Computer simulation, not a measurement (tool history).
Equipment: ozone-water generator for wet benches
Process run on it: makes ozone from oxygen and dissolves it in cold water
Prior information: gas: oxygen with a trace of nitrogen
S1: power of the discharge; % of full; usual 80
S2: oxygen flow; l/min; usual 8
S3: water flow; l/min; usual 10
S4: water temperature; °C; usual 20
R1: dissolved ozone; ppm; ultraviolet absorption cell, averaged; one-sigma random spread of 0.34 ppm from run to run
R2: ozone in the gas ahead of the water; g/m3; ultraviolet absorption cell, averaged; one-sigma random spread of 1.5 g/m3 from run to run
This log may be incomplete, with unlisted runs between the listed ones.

{"run": 1, "day": 0.0, "S1": 80, "S2": 8, "S3": 10, "S4": 20, "R1": 51.5, "R2": 280.1}
{"run": 2, "day": 2.154, "S1": 80, "S2": 8, "S3": 10, "S4": 20, "R1": 52.2, "R2": 281.7}
{"run": 3, "day": 3.979, "S1": 80, "S2": 8, "S3": 10, "S4": 20, "R1": 52.3, "R2": 278.3}
{"run": 4, "day": 6.304, "S1": 80, "S2": 8, "S3": 10, "S4": 20, "R1": 52.2, "R2": 281.1}
{"run": 5, "day": 7.95, "S1": 80, "S2": 8, "S3": 10, "S4": 20, "R1": 52.2, "R2": 279.9}
{"run": 6, "day": 10.221, "S1": 80, "S2": 8, "S3": 10, "S4": 20, "R1": 51.8, "R2": 279.8}
{"run": 7, "day": 11.775, "S1": 80, "S2": 7.76, "S3": 10, "S4": 20, "R1": 52.5, "R2": 286}
{"run": 8, "day": 12.946, "S1": 80, "S2": 8, "S3": 10, "S4": 20, "R1": 51.4, "R2": 277}
{"run": 9, "day": 14.742, "S1": 80, "S2": 8, "S3": 10, "S4": 20, "R1": 51.3, "R2": 280.6}
{"run": 10, "day": 16.167, "S1": 80, "S2": 8, "S3": 10, "S4": 20, "R1": 51.7, "R2": 279.8}
{"run": 11, "day": 17.417, "S1": 80, "S2": 8, "S3": 10, "S4": 20, "R1": 51.8, "R2": 279}
{"run": 12, "day": 18.475, "S1": 80, "S2": 8, "S3": 10, "S4": 25, "R1": 46, "R2": 280.7}
{"run": 13, "day": 20.504, "S1": 80, "S2": 4.38, "S3": 10, "S4": 20, "R1": 59.8, "R2": 392.8}
{"run": 14, "day": 22.558, "S1": 80, "S2": 4.38, "S3": 10, "S4": 20, "R1": 58.9, "R2": 392.6}
{"run": 15, "day": 24.229, "S1": 80, "S2": 4.38, "S3": 10, "S4": 20, "R1": 59.4, "R2": 393.3}
{"run": 16, "day": 25.288, "S1": 91, "S2": 8, "S3": 10, "S4": 20, "R1": 56.6, "R2": 307.8}
{"run": 17, "day": 26.708, "S1": 80, "S2": 8, "S3": 10, "S4": 13, "R1": 59.9, "R2": 276.1}
{"run": 18, "day": 27.833, "S1": 80, "S2": 8, "S3": 10, "S4": 13, "R1": 59.3, "R2": 280.3}
{"run": 19, "day": 30.129, "S1": 80, "S2": 8, "S3": 10, "S4": 17, "R1": 54.6, "R2": 277.3}
{"day": 30.5, "done": "contactor cleaned"}
{"run": 20, "day": 31.712, "S1": 80, "S2": 12.86, "S3": 10, "S4": 15, "R1": 49.2, "R2": 211.3}
{"run": 21, "day": 33.075, "S1": 49, "S2": 7.59, "S3": 10, "S4": 19, "R1": 35.4, "R2": 191.8}
{"run": 22, "day": 34.879, "S1": 49, "S2": 7.59, "S3": 10, "S4": 19, "R1": 35.6, "R2": 191.7}
{"run": 23, "day": 37.242, "S1": 65, "S2": 7.59, "S3": 12, "S4": 26, "R1": 34.2, "R2": 242.8}
{"run": 24, "day": 39.092, "S1": 80, "S2": 8, "S3": 10, "S4": 12, "R1": 60, "R2": 279.4}
{"run": 25, "day": 41.35, "S1": 80, "S2": 8, "S3": 10, "S4": 20, "R1": 50.4, "R2": 275.9}
{"run": 26, "day": 42.679, "S1": 59, "S2": 6.27, "S3": 10, "S4": 19, "R1": 42.9, "R2": 250.2}
{"day": 43.279, "done": "contactor cleaned, once more"}
{"run": 27, "day": 45.267, "S1": 80, "S2": 10.42, "S3": 10, "S4": 21, "R1": 45.8, "R2": 239.4}
{"run": 28, "day": 47.633, "S1": 80, "S2": 5.33, "S3": 10, "S4": 25, "R1": 51.2, "R2": 347.4}
{"run": 29, "day": 48.746, "S1": 80, "S2": 5.33, "S3": 10, "S4": 25, "R1": 51.4, "R2": 343.1}
{"run": 30, "day": 49.892, "S1": 50, "S2": 10.43, "S3": 10, "S4": 20, "R1": 32.5, "R2": 162.9}
{"run": 31, "day": 51.646, "S1": 80, "S2": 8, "S3": 6, "S4": 24, "R1": 55.8, "R2": 274}
{"run": 32, "day": 53.588, "S1": 80, "S2": 8, "S3": 6, "S4": 12, "R1": 76.3, "R2": 274.4}
{"run": 33, "day": 55.238, "S1": 80, "S2": 8, "S3": 6, "S4": 12, "R1": 75.1, "R2": 270.9}
{"run": 34, "day": 56.617, "S1": 80, "S2": 8, "S3": 7, "S4": 20, "R1": 58.7, "R2": 272.1}

Measured less the same run without the tool's hidden state. The same run-to-run variation is in both; the gauge's scatter may not be:
Hidden conditions of the tool in this case: yield of the discharge, % of new electrodes'; contactor's efficiency, % of a clean one's; true water temperature over the reading, C; drift of the gauge itself on ozone_ppm, %; drift of the gauge itself on gas_g_m3, %.
run=1 R1=-1.8 R2=-6.5
run=2 R1=-1.8 R2=-6.9
run=3 R1=-2 R2=-7.1
run=4 R1=-2 R2=-7.5
run=5 R1=-2.1 R2=-7.7
run=6 R1=-2.2 R2=-8.1
run=7 R1=-2.3 R2=-8.6
run=8 R1=-2.2 R2=-8.5
run=9 R1=-2.3 R2=-8.9
run=10 R1=-2.4 R2=-9
run=11 R1=-2.4 R2=-9.2
run=12 R1=-2.3 R2=-9.4
run=13 R1=-3 R2=-13.5
run=14 R1=-3 R2=-14
run=15 R1=-3.1 R2=-14.3
run=16 R1=-3.3 R2=-12.5
run=17 R1=-3.2 R2=-10.5
run=18 R1=-3.3 R2=-10.8
run=19 R1=-3.1 R2=-11
run=20 R1=-3.3 R2=-8.6
run=21 R1=-1.8 R2=-5.1
run=22 R1=-2 R2=-5.1
run=23 R1=-2.4 R2=-8.9
run=24 R1=-4.4 R2=-12.4
run=25 R1=-3.8 R2=-12.6
run=26 R1=-2.8 R2=-9
run=27 R1=-2.3 R2=-11.4
run=28 R1=-2.7 R2=-17.1
run=29 R1=-2.7 R2=-17.2
run=30 R1=-1.2 R2=-5.4
run=31 R1=-3.1 R2=-14.1
run=32 R1=-4.3 R2=-14.3
run=33 R1=-4.3 R2=-14.5
run=34 R1=-3.4 R2=-14.8

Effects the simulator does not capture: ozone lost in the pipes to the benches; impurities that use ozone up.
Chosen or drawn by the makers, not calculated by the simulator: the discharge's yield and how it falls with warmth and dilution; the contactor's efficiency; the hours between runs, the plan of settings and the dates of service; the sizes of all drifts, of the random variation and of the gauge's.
